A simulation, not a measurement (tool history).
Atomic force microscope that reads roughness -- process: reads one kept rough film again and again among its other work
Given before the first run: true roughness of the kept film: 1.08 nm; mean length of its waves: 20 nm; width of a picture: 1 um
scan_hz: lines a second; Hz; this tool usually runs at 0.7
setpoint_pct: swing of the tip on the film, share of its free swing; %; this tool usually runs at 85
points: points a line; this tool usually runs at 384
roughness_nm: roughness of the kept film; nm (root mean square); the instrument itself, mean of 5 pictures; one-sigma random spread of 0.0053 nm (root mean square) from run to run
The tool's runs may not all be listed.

run    hour  scan_hz  setpoint_pct  points  roughness_nm
  1       0      0.7            85     384         0.823
  2    70.4      0.7            85     384          0.77
      100.6  -- new tip fitted
  3   126.9    1.183            85     384         0.811
  4   201.1      0.7            85     655         0.807
  5   255.4      0.7            85     384         0.763
      263.2  -- new tip fitted
  6   336.1      0.7            85     384         0.816
  7   392.9      0.7            85     384         0.768
      423.5  -- new tip fitted
  8   434.6      0.7            85     384         0.868
  9   487.2      0.7            85     384         0.821
 10   520.8      0.7            85     384         0.803
 11   575.5      0.7            85     384         0.755
      582.3  -- new tip fitted
 12   645.2      0.7            85     384         0.835
 13   718.1      0.7            85     384         0.774
      742.6  -- new tip fitted
 14     785      0.7            85     384         0.851
 15   854.6      0.7            85     384         0.795
 16   890.6      0.7            85     384         0.767
        902  -- new tip fitted
 17   968.2      0.7            78     384         0.848
 18    1037      0.7            78     384         0.809
     1060.9  -- new tip fitted
 19  1101.4      0.7            78     563         0.865
 20  1152.8      0.7            78     563         0.828
 21  1208.7      0.7            78     563          0.79
     1223.7  -- new tip fitted
 22  1247.4      0.7            78     563         0.886
 23  1291.8      0.7            78     563         0.851
 24  1328.4      0.7            78     563          0.82
 25  1373.8      0.7            78     563         0.796
     1386.1  -- new tip fitted
 26  1449.4      0.7            70     563         0.871
 27  1523.5      0.7            70     563          0.82
     1544.4  -- new tip fitted
 28  1558.6    2.711            74     517         0.805
 29  1611.3      0.7            89     384         0.818
 30  1648.2    0.827            75     991          0.83
 31  1690.5    0.827            77     991           0.8
     1701.3  -- new tip fitted
 32  1746.6    0.853            78     384         0.863
 33  1781.1    2.857            69     386         0.774
 34  1836.1    2.857            69     386         0.738
     1862.1  -- new tip fitted
 35  1870.7    2.857            69     386         0.827
 36  1947.8    3.552            75     414         0.702
 37  2005.3    3.552            75     414         0.664
     2018.8  -- new tip fitted
 38  2067.9    0.545            58     258         0.884
 39  2137.2    0.545            58     258          0.82
     2176.6  -- new tip fitted
 40  2178.7    0.842            89     786          0.87
 41  2237.7    3.045            85     476         0.662
 42  2315.6    3.045            85     476         0.625
     2334.5  -- new tip fitted
 43    2379    3.713            57     262         0.827
 44  2431.9    3.713            57     262         0.775
     2496.7  -- new tip fitted
 45  2507.6    3.713            57     262         0.851
 46  2570.9    3.713            57     262         0.804
 47  2609.7    3.713            57     262         0.775
       2654  -- new tip fitted
 48  2681.3    1.267            57     400         0.916
 49  2759.8    1.267            57     400         0.844
     2811.5  -- new tip fitted
 50  2822.3    0.521            89     471          0.89
 51  2882.8    0.521            89     471         0.843
 52  2950.7    0.521            89     471         0.791
     2968.8  -- new tip fitted
 53  2994.9    0.521            89     471         0.868

Alternative continuations, all from the tool just after run 53; predict every row:
  A  3044.1    3.846            59     980             ?
  B  3044.1    1.653            57     630             ?
  C  3044.1    0.561            69     529             ?

run  roughness_nm
  A         0.818
  B         0.873
  C         0.868
With no hidden state in the tool, these same runs would have given:
run  roughness_nm
  A         0.881
  B         0.939
  C         0.935
